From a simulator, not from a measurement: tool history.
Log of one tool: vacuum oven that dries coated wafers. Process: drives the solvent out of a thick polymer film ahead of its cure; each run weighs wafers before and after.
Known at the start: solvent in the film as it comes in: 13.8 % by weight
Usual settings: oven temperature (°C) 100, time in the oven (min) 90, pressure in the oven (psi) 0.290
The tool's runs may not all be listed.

Run 1, day 0.000: usual settings. Result: solvent left in the film (%) 1.76.
Run 2, day 3.842: usual settings but time in the oven (min) 146. Result: solvent left in the film (%) 0.98.
Run 3, day 6.529: usual settings. Result: solvent left in the film (%) 1.70.
Run 4, day 9.804: usual settings. Result: solvent left in the film (%) 1.75.
Run 5, day 14.938: usual settings but time in the oven (min) 57. Result: solvent left in the film (%) 3.02.
Run 6, day 18.042: usual settings but time in the oven (min) 57. Result: solvent left in the film (%) 3.00.
Run 7, day 20.467: usual settings but time in the oven (min) 57. Result: solvent left in the film (%) 3.05.
Run 8, day 25.533: usual settings but time in the oven (min) 57. Result: solvent left in the film (%) 3.00.
Run 9, day 30.162: usual settings but time in the oven (min) 57. Result: solvent left in the film (%) 3.02.
Run 10, day 32.592: usual settings but time in the oven (min) 57. Result: solvent left in the film (%) 2.99.
At day 34.812: oven's thermocouples calibrated.
Run 11, day 36.208: usual settings but time in the oven (min) 57. Result: solvent left in the film (%) 3.18.
Run 12, day 41.358: usual settings but oven temperature (°C) 92, time in the oven (min) 57. Result: solvent left in the film (%) 4.52.
Run 13, day 46.462: usual settings but oven temperature (°C) 103. Result: solvent left in the film (%) 1.47.
Run 14, day 50.829: usual settings. Result: solvent left in the film (%) 1.80.
Run 15, day 54.967: usual settings. Result: solvent left in the film (%) 1.77.
Run 16, day 60.196: usual settings. Result: solvent left in the film (%) 1.78.
Run 17, day 64.829: usual settings. Result: solvent left in the film (%) 1.71.
Run 18, day 67.517: usual settings. Result: solvent left in the film (%) 1.76.
Run 19, day 72.225: usual settings. Result: solvent left in the film (%) 1.76.
Run 20, day 76.996: usual settings. Result: solvent left in the film (%) 1.74.
Run 21, day 80.142: usual settings but oven temperature (°C) 111, time in the oven (min) 65. Result: solvent left in the film (%) 1.26.
At day 83.088: vacuum gauge cleaned of residue and calibrated.
Run 22, day 83.267: usual settings but oven temperature (°C) 96. Result: solvent left in the film (%) 2.06.
Run 23, day 86.508: usual settings but oven temperature (°C) 114, time in the oven (min) 72, pressure in the oven (psi) 0.151. Result: solvent left in the film (%) 0.61.
Run 24, day 91.575: usual settings but oven temperature (°C) 108, time in the oven (min) 72, pressure in the oven (psi) 0.151. Result: solvent left in the film (%) 0.99.
Run 25, day 94.842: usual settings but oven temperature (°C) 108, time in the oven (min) 72, pressure in the oven (psi) 0.151. Result: solvent left in the film (%) 0.97.
Run 26, day 99.067: usual settings but oven temperature (°C) 85, time in the oven (min) 65, pressure in the oven (psi) 0.526. Result: solvent left in the film (%) 5.63.
At day 100.300: oven's thermocouples calibrated.
Run 27, day 101.346: usual settings but oven temperature (°C) 85, time in the oven (min) 65, pressure in the oven (psi) 0.526. Result: solvent left in the film (%) 6.16.
Run 28, day 104.721: usual settings but pressure in the oven (psi) 0.244. Result: solvent left in the film (%) 1.70.
Run 29, day 107.900: usual settings but oven temperature (°C) 111, time in the oven (min) 94, pressure in the oven (psi) 0.405. Result: solvent left in the film (%) 1.03.
Run 30, day 113.108: usual settings but oven temperature (°C) 111, time in the oven (min) 94, pressure in the oven (psi) 0.405. Result: solvent left in the film (%) 1.03.
Run 31, day 117.112: usual settings but oven temperature (°C) 111, time in the oven (min) 94, pressure in the oven (psi) 0.405. Result: solvent left in the film (%) 1.02.
Run 32, day 119.946: usual settings but oven temperature (°C) 111, time in the oven (min) 94, pressure in the oven (psi) 0.405. Result: solvent left in the film (%) 0.99.
Run 33, day 123.346: usual settings but oven temperature (°C) 94, time in the oven (min) 86, pressure in the oven (psi) 0.152. Result: solvent left in the film (%) 2.31.
Run 34, day 125.942: usual settings but oven temperature (°C) 87, time in the oven (min) 151, pressure in the oven (psi) 0.232. Result: solvent left in the film (%) 2.02.
Run 35, day 129.517: usual settings but oven temperature (°C) 101, time in the oven (min) 151, pressure in the oven (psi) 0.815. Result: solvent left in the film (%) 2.26.
Run 36, day 134.529: usual settings but oven temperature (°C) 101, time in the oven (min) 151, pressure in the oven (psi) 0.815. Result: solvent left in the film (%) 2.27.
Run 37, day 139.008: usual settings but oven temperature (°C) 86, time in the oven (min) 57, pressure in the oven (psi) 0.740. Result: solvent left in the film (%) 6.83.
Run 38, day 142.833: usual settings but oven temperature (°C) 86, time in the oven (min) 57, pressure in the oven (psi) 0.740. Result: solvent left in the film (%) 6.83.
Run 39, day 145.079: usual settings but oven temperature (°C) 90, time in the oven (min) 103. Result: solvent left in the film (%) 2.72.

5 ways to go on from here, each from the tool as it stands after run 39. What would each give?
Run A, day 147.738: usual settings but oven temperature (°C) 101, pressure in the oven (psi) 0.975. Result: solvent left in the film (%) ?.
Run B, day 147.738: usual settings but oven temperature (°C) 101. Result: solvent left in the film (%) ?.
Run C, day 147.738: usual settings but oven temperature (°C) 90, time in the oven (min) 92. Result: solvent left in the film (%) ?.
Run D, day 147.738: usual settings but oven temperature (°C) 87. Result: solvent left in the film (%) ?.
Run E, day 147.738: usual settings but oven temperature (°C) 90, time in the oven (min) 103, pressure in the oven (psi) 0.886. Result: solvent left in the film (%) ?.

run  solvent left in the film (%)
  A                          3.23
  B                          1.62
  C                          3.08
  D                          3.67
  E                          4.67
Without the tool's hidden state the same runs would have given:
run  solvent left in the film (%)
  A                          3.35
  B                          1.68
  C                          3.19
  D                          3.79
  E                          4.84

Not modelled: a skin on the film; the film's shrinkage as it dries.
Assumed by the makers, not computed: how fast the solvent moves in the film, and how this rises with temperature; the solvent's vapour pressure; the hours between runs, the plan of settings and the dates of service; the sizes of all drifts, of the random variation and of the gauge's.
